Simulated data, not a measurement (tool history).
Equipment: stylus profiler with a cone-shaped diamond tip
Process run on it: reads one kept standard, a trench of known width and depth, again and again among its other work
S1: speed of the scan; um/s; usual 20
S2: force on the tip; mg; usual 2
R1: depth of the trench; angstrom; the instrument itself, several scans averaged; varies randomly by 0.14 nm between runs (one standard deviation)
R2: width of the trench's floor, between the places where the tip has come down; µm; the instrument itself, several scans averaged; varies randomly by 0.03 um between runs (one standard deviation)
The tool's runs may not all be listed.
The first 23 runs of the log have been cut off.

run   hour  S1    S2      R1     R2
 24  254.1  20  2.36  5071.6  26.01
 25  267.6  61     1  5046.7  25.53
 26  279.9  70  1.02  5046.1  25.59
 27    288  55  0.68  5037.6   25.5
 28  302.5  14  2.27  5070.8  26.02
 29  317.3  42  1.23  5050.5  25.79
 30  324.8  47  0.83    5041  25.67
 31    332  47  0.83  5042.3  25.67
 32  338.9  20  4.52  5103.5  25.98
 33  351.6  31  0.77  5041.5  25.77
 34    365  20  3.62  5090.9  25.99
 35  372.5  10  1.42  5055.8  25.96
 36  386.3  19  1.38  5054.3  25.89
 37    396  19  1.38  5053.1  25.91
 38  406.1  37  3.99  5097.7   25.9
 39  416.5  11  2.35  5070.5  26.03
 40  425.2  22     2  5065.9  25.88
 41  431.7  22     2  5068.3  25.94
 42  444.3  22     2  5067.2  25.93
 43  458.9  23  3.53  5089.9  25.94
 44  469.7  79  4.61  5105.7  25.71
 45  482.8   7  3.02  5086.2  25.99

Below are 3 alternative next runs, each starting from the tool's condition after run 45. Predict each:
  A  489.6  14  1.32   ?   ?
  B  489.6   9  1.47   ?   ?
  C  489.6  33     2   ?   ?

run      R1     R2
  A  5054.1  25.95
  B  5059.2     26
  C  5069.6  25.82
Take away the tool's hidden state, keep each run's random variation, and the runs would have read:
run      R1     R2
  A  5037.8  26.93
  B  5042.9  26.98
  C  5053.3   26.8
